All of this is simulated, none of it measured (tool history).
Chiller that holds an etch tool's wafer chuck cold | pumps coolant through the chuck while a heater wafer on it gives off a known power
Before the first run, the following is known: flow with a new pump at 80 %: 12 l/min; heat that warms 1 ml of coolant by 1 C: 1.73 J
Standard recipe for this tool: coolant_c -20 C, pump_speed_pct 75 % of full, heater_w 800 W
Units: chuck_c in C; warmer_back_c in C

Run 1, hour 0.0: usual settings. Result: chuck_c -10.09 C, warmer_back_c 2.53 C.
Run 2, hour 23.9: usual settings but pump_speed_pct 71 % of full. Result: chuck_c -9.48 C, warmer_back_c 2.66 C.
Run 3, hour 58.4: usual settings but pump_speed_pct 64 % of full. Result: chuck_c -8.80 C, warmer_back_c 2.97 C.
Run 4, hour 88.8: usual settings but pump_speed_pct 64 % of full. Result: chuck_c -8.68 C, warmer_back_c 2.95 C.
Run 5, hour 116.5: usual settings but pump_speed_pct 64 % of full. Result: chuck_c -8.78 C, warmer_back_c 2.95 C.
Run 6, hour 146.5: usual settings but coolant_c -14 C. Result: chuck_c -4.17 C, warmer_back_c 2.52 C.
Run 7, hour 188.1: usual settings. Result: chuck_c -10.10 C, warmer_back_c 2.52 C.
Run 8, hour 214.1: usual settings. Result: chuck_c -9.89 C, warmer_back_c 2.49 C.
Run 9, hour 253.6: usual settings. Result: chuck_c -9.95 C, warmer_back_c 2.52 C.
Run 10, hour 274.0: usual settings but coolant_c -26 C. Result: chuck_c -16.06 C, warmer_back_c 2.51 C.
Run 11, hour 311.6: usual settings but coolant_c -26 C. Result: chuck_c -15.77 C, warmer_back_c 2.48 C.
Run 12, hour 355.2: usual settings but coolant_c -15 C, heater_w 1197 W. Result: chuck_c 0.33 C, warmer_back_c 3.75 C.
At hour 364.0: coolant pump overhauled.
Run 13, hour 405.0: usual settings but coolant_c -10 C, pump_speed_pct 62 % of full, heater_w 573 W. Result: chuck_c -1.69 C, warmer_back_c 2.17 C.
Run 14, hour 444.9: usual settings but coolant_c -10 C, pump_speed_pct 62 % of full, heater_w 573 W. Result: chuck_c -1.80 C, warmer_back_c 2.20 C.
Run 15, hour 466.0: usual settings but coolant_c -18 C, pump_speed_pct 82 % of full, heater_w 412 W. Result: chuck_c -13.39 C, warmer_back_c 1.19 C.
Run 16, hour 486.9: usual settings but coolant_c -18 C, heater_w 955 W. Result: chuck_c -5.90 C, warmer_back_c 3.01 C.
Run 17, hour 525.0: usual settings but coolant_c -18 C, heater_w 892 W. Result: chuck_c -6.55 C, warmer_back_c 2.82 C.
At hour 574.3: coolant pump overhauled, once more.
Run 18, hour 575.0: usual settings but coolant_c -18 C, heater_w 892 W. Result: chuck_c -6.76 C, warmer_back_c 2.78 C.
Run 19, hour 610.2: usual settings but coolant_c -18 C, pump_speed_pct 89 % of full, heater_w 1198 W. Result: chuck_c -4.48 C, warmer_back_c 3.10 C.
Run 20, hour 652.6: usual settings but coolant_c -18 C, pump_speed_pct 89 % of full, heater_w 1198 W. Result: chuck_c -4.60 C, warmer_back_c 3.08 C.

How would selected steps in chuck_c from run to run divide? Give the signed amount a tool lacking its hidden state would still show from settings, what came in and random variation, and the signed amount left for the hidden state, including any gauge scatter that is not in both of the compared results.
Hidden state at play: heat passed by the chuck's channels, % of clean ones'; flow at a given pump speed, % of a new pump's; coolant's true temperature over the reading, C; drift of the gauge itself on chuck_c, C; drift of the gauge itself on warmer_back_c, C.
Run 11 -> 12: coolant_c -26 -> -15, heater_w 800 -> 1197. chuck_c +16.10 C: hidden state +0.89, all else +15.21.
Run 12 -> 13: coolant_c -15 -> -10, pump_speed_pct 75 -> 62, heater_w 1197 -> 573, coolant pump overhauled. chuck_c -2.02 C: hidden state -1.17, all else -0.85.
Run 14 -> 15: coolant_c -10 -> -18, pump_speed_pct 62 -> 82, heater_w 573 -> 412. chuck_c -11.59 C: hidden state -0.60, all else -10.99.
Run 15 -> 16: pump_speed_pct 82 -> 75, heater_w 412 -> 955. chuck_c +7.49 C: hidden state +1.31, all else +6.18.
